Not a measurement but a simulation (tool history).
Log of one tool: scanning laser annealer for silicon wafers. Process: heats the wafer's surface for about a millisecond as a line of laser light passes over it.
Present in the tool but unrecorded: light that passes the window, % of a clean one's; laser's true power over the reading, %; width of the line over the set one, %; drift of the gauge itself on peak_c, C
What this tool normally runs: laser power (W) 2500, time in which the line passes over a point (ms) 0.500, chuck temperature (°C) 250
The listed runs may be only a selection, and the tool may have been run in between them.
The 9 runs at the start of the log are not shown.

run,hour,laser power (W),time in which the line passes over a point (ms),chuck temperature (°C),hours of work since the window was cleaned,hours of work since the power meter was calibrated,hours of work since the optics were aligned,highest temperature of the surface (°C)
10,193.4,2500,0.500,250,472,331,495,945
11,215.8,2500,0.500,250,487,346,511,942
12,232.1,2352,0.500,250,498,357,522,904
13,253.4,2352,0.500,250,512,372,536,904
# hour 257.0: window over the wafer cleaned
14,276.7,2352,0.500,250,13,386,551,880
15,293.4,2352,0.500,250,25,397,562,880
16,320.4,2138,0.500,249,43,416,581,826
# hour 347.9: window over the wafer cleaned, once more
17,347.9,2686,0.458,239,0,433,598,969
18,374.8,2500,0.458,238,18,451,616,923

The next listed run, before its measurement:
19,387.5,2500,0.409,227,27,460,625,?

{"run 19": {"highest temperature of the surface (°C)": 865}}
If the tool had no hidden condition, the same run with the same run-to-run variation would have returned highest temperature of the surface (°C) 877.

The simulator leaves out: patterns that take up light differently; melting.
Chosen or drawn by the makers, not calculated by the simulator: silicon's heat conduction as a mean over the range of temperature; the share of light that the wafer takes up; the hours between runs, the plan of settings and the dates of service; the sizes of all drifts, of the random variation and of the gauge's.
